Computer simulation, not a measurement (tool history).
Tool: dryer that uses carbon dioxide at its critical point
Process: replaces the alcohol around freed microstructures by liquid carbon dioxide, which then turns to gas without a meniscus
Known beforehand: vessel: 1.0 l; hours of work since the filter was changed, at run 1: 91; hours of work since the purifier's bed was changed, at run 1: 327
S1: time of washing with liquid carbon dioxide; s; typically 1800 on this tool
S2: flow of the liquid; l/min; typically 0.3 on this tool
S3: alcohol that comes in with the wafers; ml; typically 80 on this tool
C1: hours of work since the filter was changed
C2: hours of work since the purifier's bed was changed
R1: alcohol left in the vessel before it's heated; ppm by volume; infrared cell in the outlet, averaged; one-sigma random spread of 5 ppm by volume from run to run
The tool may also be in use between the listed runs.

run    hour    S1     S2   S3   C1   C2    R1
  1       0  1800    0.3   80   91  327    84
  2    33.9  1800    0.3   80  111  346    97
  3    62.1  2040    0.3   80  127  363    77
  4     114  2040    0.3   80  157  392    83
  5   160.4  1800    0.3   80  184  419   118
      175.3  -- inlet filter changed
  6   215.2  1800    0.3   80   23  450   102
  7   251.9  1800    0.3   80   44  471   111
  8   304.7  1800    0.3   80   75  502   111
  9   365.6  1800    0.3   80  110  537   123
 10   412.9  1800  0.247   80  137  564   239
 11   453.2  1800  0.247   80  160  587   248
      460.2  -- purifier's bed changed
 12   489.5  1800  0.247   80  179   17   180
      511.3  -- inlet filter changed
 13   530.7  1800  0.247   80   11   40   113
 14   583.7  1800    0.3   80   42   71    45
 15   635.3  1800    0.3   80   71  100    52
 16   673.8  1800    0.3   80   94  123    56
 17   736.6  1080  0.207   25  130  159  1016
 18   781.1  1080  0.287  118  156  184  1547
 19   820.8  1980  0.302   27  178  207    39
      844.4  -- inlet filter changed
 20   882.1  1740  0.287   80   22  242    77
 21   928.3  1440  0.187   32   48  269   612
 22   992.9  1980  0.466   98   86  306    49
 23  1058.2  1740    0.3   27  123  344    80
 24  1101.1  1440    0.3   80  148  368   247
 25  1157.1  1800  0.401   80  180  401    68
     1178.7  -- inlet filter changed
 26  1204.9  1800  0.401   80   15  428    63
 27  1234.8  1800  0.401   80   32  445    68
 28  1299.4  1980    0.3   61   70  482    78
 29  1342.5  1740  0.221   31   94  507   193
 30  1383.5  1140  0.217   31  118  531   970
 31  1428.2  2040  0.262   41  144  556   108
 32  1463.9  2040  0.262   41  164  577   118

What would each run have given without the hidden state, its run-to-run variation left as it was?
Hidden state present: flow that reaches the vessel past the clogged filter, %; alcohol in the recycled carbon dioxide, ppm; drift of the gauge itself on alcohol_ppm, %.
run    R1
  1    22
  2    29
  3    11
  4    12
  5    27
  6    27
  7    32
  8    23
  9    25
 10    89
 11    89
 12    98
 13   102
 14    30
 15    29
 16    28
 17   793
 18  1053
 19     5
 20    37
 21   510
 22     2
 23    22
 24   124
 25     6
 26     0
 27     1
 28     3
 29    89
 30   703
 31    16
 32    20
